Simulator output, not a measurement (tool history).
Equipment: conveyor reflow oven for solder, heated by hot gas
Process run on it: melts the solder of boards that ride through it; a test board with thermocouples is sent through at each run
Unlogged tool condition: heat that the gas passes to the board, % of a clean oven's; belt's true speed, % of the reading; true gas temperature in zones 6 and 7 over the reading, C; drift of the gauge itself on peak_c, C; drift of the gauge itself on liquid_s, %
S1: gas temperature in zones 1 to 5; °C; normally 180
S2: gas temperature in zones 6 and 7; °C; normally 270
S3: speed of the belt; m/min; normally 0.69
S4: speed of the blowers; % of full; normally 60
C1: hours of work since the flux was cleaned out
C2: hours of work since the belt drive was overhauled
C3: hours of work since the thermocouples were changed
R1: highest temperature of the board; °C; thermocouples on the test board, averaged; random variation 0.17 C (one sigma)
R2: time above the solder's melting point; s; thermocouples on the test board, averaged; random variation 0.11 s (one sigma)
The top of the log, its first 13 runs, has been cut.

run 14 hour=485.6 | S1=171 S2=270 S3=0.69 S4=60 | C1=309 C2=926 C3=473 | R1=250.6 R2=43.1
run 15 hour=524.1 | S1=180 S2=270 S3=0.69 S4=60 | C1=332 C2=949 C3=496 | R1=252.4 R2=46.7
run 16 hour=557.9 | S1=180 S2=270 S3=0.69 S4=60 | C1=353 C2=970 C3=517 | R1=252.4 R2=47
run 17 hour=609 | S1=193 S2=264 S3=0.66 S4=60 | C1=384 C2=1001 C3=548 | R1=250.8 R2=53.6
-- hour=644.3 flux residue cleaned out of gas plates and filters
run 18 hour=652.4 | S1=193 S2=264 S3=0.66 S4=60 | C1=5 C2=1024 C3=571 | R1=251.1 R2=53.4
-- hour=682.9 belt drive overhauled, speed set with a stopwatch
run 19 hour=697 | S1=193 S2=264 S3=0.66 S4=60 | C1=29 C2=9 C3=596 | R1=251 R2=53.6
run 20 hour=740.7 | S1=180 S2=284 S3=0.69 S4=60 | C1=56 C2=35 C3=622 | R1=264.1 R2=52.5
run 21 hour=787 | S1=192 S2=284 S3=0.69 S4=53 | C1=84 C2=63 C3=650 | R1=264.1 R2=56.3
run 22 hour=815.1 | S1=172 S2=271 S3=0.552 S4=66 | C1=101 C2=80 C3=667 | R1=260.1 R2=62.1
run 23 hour=870.4 | S1=172 S2=271 S3=0.552 S4=66 | C1=135 C2=114 C3=701 | R1=260.2 R2=62.5
run 24 hour=894.6 | S1=172 S2=271 S3=0.552 S4=66 | C1=149 C2=128 C3=715 | R1=260 R2=62.3
run 25 hour=937.3 | S1=180 S2=270 S3=0.702 S4=60 | C1=175 C2=154 C3=741 | R1=251.8 R2=45.4
run 26 hour=974.3 | S1=179 S2=261 S3=0.584 S4=79 | C1=198 C2=177 C3=764 | R1=252.5 R2=57.7
run 27 hour=1009.6 | S1=179 S2=261 S3=0.703 S4=79 | C1=219 C2=198 C3=785 | R1=248.3 R2=44.3
run 28 hour=1041.2 | S1=185 S2=270 S3=0.692 S4=60 | C1=238 C2=217 C3=804 | R1=253.2 R2=48.7
run 29 hour=1097 | S1=181 S2=270 S3=0.69 S4=60 | C1=272 C2=251 C3=838 | R1=252.6 R2=47.1
run 30 hour=1127.6 | S1=173 S2=283 S3=0.816 S4=57 | C1=291 C2=270 C3=857 | R1=253.6 R2=37.3
run 31 hour=1154.5 | S1=173 S2=283 S3=0.816 S4=57 | C1=307 C2=286 C3=873 | R1=253.4 R2=37.2

Branching from run 31: 3 alternative next runs. What would each branch give?
run A hour=1196.1 | S1=180 S2=270 S3=0.619 S4=60 | C1=332 C2=311 C3=898 | R1=? R2=?
run B hour=1196.1 | S1=181 S2=283 S3=0.816 S4=57 | C1=332 C2=311 C3=898 | R1=? R2=?
run C hour=1196.1 | S1=192 S2=270 S3=0.795 S4=60 | C1=332 C2=311 C3=898 | R1=? R2=?

run=A R1=255.4 R2=55
run=B R1=255.4 R2=40.2
run=C R1=250.2 R2=42.3
Take away the tool's hidden state, keep each run's random variation, and the runs would have read:
run=A R1=255.4 R2=55
run=B R1=255.5 R2=40.2
run=C R1=250.2 R2=42.3
